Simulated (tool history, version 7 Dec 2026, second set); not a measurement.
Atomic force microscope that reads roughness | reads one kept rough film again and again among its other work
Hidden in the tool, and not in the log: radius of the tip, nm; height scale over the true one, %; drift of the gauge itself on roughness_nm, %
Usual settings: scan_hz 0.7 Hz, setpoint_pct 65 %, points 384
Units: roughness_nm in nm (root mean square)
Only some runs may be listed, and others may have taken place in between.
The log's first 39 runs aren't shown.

run	hour	scan_hz	setpoint_pct	points	pictures with this tip	hours of work since the height scale was calibrated	roughness_nm
40	457.2	2.524	78	822	38	822	1.439
41	472.5	2.524	63	822	63	833	1.49
42	484.6	2.125	77	292	83	842	1.327
43	497.2	2.125	77	292	104	852	1.277
44	510.8	0.7	76	261	126	862	1.332
45	521.2	0.728	60	384	143	870	1.33
46	538.3	1.19	75	511	172	883	1.235
47	548.6	1.19	82	511	189	891	1.172
# hour 563.4: new tip fitted
48	563.4	0.535	86	871	0	902	1.72

Here are 3 independent what-if runs from the current tool condition. What would each one return?
A	577.3	2.504	65	399	23	912	?
B	577.3	1.683	69	286	23	912	?
C	577.3	1.586	88	386	23	912	?

run	roughness_nm
A	1.568
B	1.552
C	1.465
Take away the tool's hidden state, keep each run's random variation, and the runs would have read:
run	roughness_nm
A	1.659
B	1.642
C	1.551
